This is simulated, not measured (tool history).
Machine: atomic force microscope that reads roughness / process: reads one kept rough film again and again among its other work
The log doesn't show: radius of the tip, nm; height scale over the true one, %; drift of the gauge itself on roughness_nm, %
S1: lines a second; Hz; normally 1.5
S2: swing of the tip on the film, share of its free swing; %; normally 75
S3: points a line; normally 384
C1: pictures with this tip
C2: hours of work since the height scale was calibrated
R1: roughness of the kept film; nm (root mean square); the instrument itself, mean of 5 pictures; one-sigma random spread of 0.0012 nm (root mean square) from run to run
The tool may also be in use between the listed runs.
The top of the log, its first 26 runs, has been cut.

| run | hour | S1 | S2 | S3 | C1 | C2 | R1 |
|---|---|---|---|---|---|---|---|
|  | 709.5 | new tip fitted |
| 27 | 713.3 | 2.19 | 66 | 274 | 8 | 702 | 0.966 |
| 28 | 736.5 | 2.19 | 66 | 274 | 58 | 718 | 0.965 |
| 29 | 770.4 | 2.19 | 66 | 371 | 132 | 742 | 0.966 |
|  | 773.8 | new tip fitted |
| 30 | 807.6 | 2.19 | 66 | 371 | 74 | 768 | 0.965 |
| 31 | 824.6 | 2.19 | 66 | 371 | 111 | 779 | 0.966 |
|  | 836.3 | new tip fitted |
| 32 | 847.7 | 1.58 | 68 | 515 | 25 | 795 | 0.972 |
| 33 | 864.6 | 1.58 | 68 | 515 | 61 | 807 | 0.971 |
|  | 899.9 | new tip fitted |
| 34 | 900.6 | 1.58 | 68 | 515 | 1 | 832 | 0.975 |
| 35 | 928.4 | 0.99 | 75 | 309 | 62 | 851 | 0.971 |
|  | 964.2 | new tip fitted |
| 36 | 965.1 | 0.99 | 75 | 309 | 2 | 876 | 0.971 |
| 37 | 1001.5 | 1.17 | 75 | 551 | 81 | 901 | 0.968 |
|  | 1027.6 | new tip fitted |
| 38 | 1029 | 1.17 | 75 | 324 | 3 | 920 | 0.968 |
| 39 | 1061.2 | 1.82 | 65 | 624 | 73 | 943 | 0.974 |
| 40 | 1079.1 | 1.5 | 80 | 384 | 112 | 955 | 0.953 |
|  | 1092.6 | new tip fitted |
| 41 | 1107.9 | 1.05 | 80 | 287 | 33 | 975 | 0.963 |
| 42 | 1141.6 | 0.79 | 77 | 399 | 106 | 998 | 0.975 |
|  | 1157.2 | new tip fitted |
| 43 | 1177.6 | 0.89 | 72 | 324 | 44 | 1023 | 0.977 |
| 44 | 1202.2 | 1.84 | 63 | 373 | 98 | 1040 | 0.977 |
|  | 1221.6 | new tip fitted |
| 45 | 1225.2 | 1.38 | 79 | 384 | 8 | 1056 | 0.959 |
| 46 | 1240.6 | 1.41 | 79 | 359 | 41 | 1066 | 0.958 |
| 47 | 1267.3 | 3.07 | 82 | 384 | 99 | 1085 | 0.907 |
|  | 1284.4 | new tip fitted |
| 48 | 1293.6 | 1.57 | 75 | 387 | 20 | 1103 | 0.959 |
| 49 | 1311.1 | 1.5 | 84 | 469 | 58 | 1115 | 0.946 |
| 50 | 1344.4 | 1.5 | 69 | 384 | 130 | 1138 | 0.969 |

Branching from run 50: 5 alternative next runs. What would each branch give?
|  | 1347.9 | new tip fitted |
| A | 1372.1 | 2.7 | 73 | 826 | 52 | 1157 | ? |
|  | 1347.9 | new tip fitted |
| B | 1372.1 | 2.19 | 56 | 378 | 52 | 1157 | ? |
|  | 1347.9 | new tip fitted |
| C | 1372.1 | 1.5 | 78 | 384 | 52 | 1157 | ? |
|  | 1347.9 | new tip fitted |
| D | 1372.1 | 2.31 | 86 | 914 | 52 | 1157 | ? |
|  | 1347.9 | new tip fitted |
| E | 1372.1 | 0.71 | 75 | 384 | 52 | 1157 | ? |

| run | R1 |
|---|---|
| A | 0.945 |
| B | 0.98 |
| C | 0.958 |
| D | 0.916 |
| E | 0.978 |
With no hidden state in the tool, these same runs would have given:
| run | R1 |
|---|---|
| A | 0.945 |
| B | 0.979 |
| C | 0.958 |
| D | 0.915 |
| E | 0.978 |
